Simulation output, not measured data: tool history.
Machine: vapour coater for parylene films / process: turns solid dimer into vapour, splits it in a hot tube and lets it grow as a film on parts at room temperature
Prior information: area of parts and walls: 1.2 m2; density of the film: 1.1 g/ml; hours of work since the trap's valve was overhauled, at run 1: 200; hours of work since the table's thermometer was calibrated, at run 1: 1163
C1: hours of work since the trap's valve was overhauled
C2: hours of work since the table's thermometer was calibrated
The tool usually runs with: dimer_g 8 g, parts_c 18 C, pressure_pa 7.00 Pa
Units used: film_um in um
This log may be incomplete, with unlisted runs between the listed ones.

{"run": 1, "hour": 0.0, "dimer_g": 8, "parts_c": 18, "pressure_pa": 7.0, "C1": 200, "C2": 1163, "film_um": 2.71}
{"run": 2, "hour": 45.1, "dimer_g": 8, "parts_c": 18, "pressure_pa": 7.0, "C1": 232, "C2": 1195, "film_um": 2.72}
{"hour": 76.6, "done": "trap's valve overhauled"}
{"run": 3, "hour": 93.1, "dimer_g": 8, "parts_c": 18, "pressure_pa": 7.0, "C1": 12, "C2": 1226, "film_um": 2.74}
{"run": 4, "hour": 125.2, "dimer_g": 8, "parts_c": 18, "pressure_pa": 7.0, "C1": 34, "C2": 1249, "film_um": 2.75}
{"run": 5, "hour": 148.3, "dimer_g": 8, "parts_c": 18, "pressure_pa": 4.22, "C1": 51, "C2": 1265, "film_um": 3.02}
{"run": 6, "hour": 190.6, "dimer_g": 3, "parts_c": 18, "pressure_pa": 7.0, "C1": 81, "C2": 1295, "film_um": 1.01}
{"run": 7, "hour": 236.3, "dimer_g": 3, "parts_c": 18, "pressure_pa": 7.0, "C1": 113, "C2": 1328, "film_um": 1.01}
{"run": 8, "hour": 269.2, "dimer_g": 8, "parts_c": 18, "pressure_pa": 7.0, "C1": 137, "C2": 1351, "film_um": 2.76}
{"run": 9, "hour": 310.8, "dimer_g": 8, "parts_c": 18, "pressure_pa": 7.0, "C1": 166, "C2": 1381, "film_um": 2.73}
{"run": 10, "hour": 348.5, "dimer_g": 8, "parts_c": 25, "pressure_pa": 7.0, "C1": 193, "C2": 1407, "film_um": 2.44}
{"run": 11, "hour": 396.8, "dimer_g": 8, "parts_c": 25, "pressure_pa": 7.0, "C1": 227, "C2": 1442, "film_um": 2.44}
{"hour": 435.2, "done": "trap's valve overhauled"}
{"run": 12, "hour": 436.7, "dimer_g": 5, "parts_c": 18, "pressure_pa": 5.7, "C1": 1, "C2": 1467, "film_um": 1.79}
{"run": 13, "hour": 476.1, "dimer_g": 6, "parts_c": 25, "pressure_pa": 4.08, "C1": 29, "C2": 1495, "film_um": 2.06}
{"run": 14, "hour": 506.2, "dimer_g": 7, "parts_c": 16, "pressure_pa": 3.47, "C1": 50, "C2": 1516, "film_um": 2.86}
{"run": 15, "hour": 542.7, "dimer_g": 7, "parts_c": 16, "pressure_pa": 3.47, "C1": 76, "C2": 1542, "film_um": 2.86}
{"run": 16, "hour": 573.1, "dimer_g": 5, "parts_c": 16, "pressure_pa": 3.47, "C1": 98, "C2": 1564, "film_um": 2.07}
{"run": 17, "hour": 605.6, "dimer_g": 5, "parts_c": 16, "pressure_pa": 3.47, "C1": 121, "C2": 1587, "film_um": 2.03}
{"hour": 613.8, "done": "table's thermometer calibrated"}
{"run": 18, "hour": 645.0, "dimer_g": 5, "parts_c": 16, "pressure_pa": 3.47, "C1": 148, "C2": 22, "film_um": 2.03}
{"run": 19, "hour": 690.4, "dimer_g": 11, "parts_c": 16, "pressure_pa": 7.53, "C1": 180, "C2": 54, "film_um": 3.81}

For each entry between runs, how does the tool's hidden state at the last listed run before it compare with that at the first listed run after it?
Runs 2 to 3: trap's valve overhauled (hour 76.6)
  vapour lost through the trap's worn valve, %: 0.3 -> 0
Runs 11 to 12: trap's valve overhauled (hour 435.2)
  vapour lost through the trap's worn valve, %: 0.3 -> 0
Runs 17 to 18: table's thermometer calibrated (hour 613.8)
  true temperature of the parts over the reading, C: -0.02 -> 0

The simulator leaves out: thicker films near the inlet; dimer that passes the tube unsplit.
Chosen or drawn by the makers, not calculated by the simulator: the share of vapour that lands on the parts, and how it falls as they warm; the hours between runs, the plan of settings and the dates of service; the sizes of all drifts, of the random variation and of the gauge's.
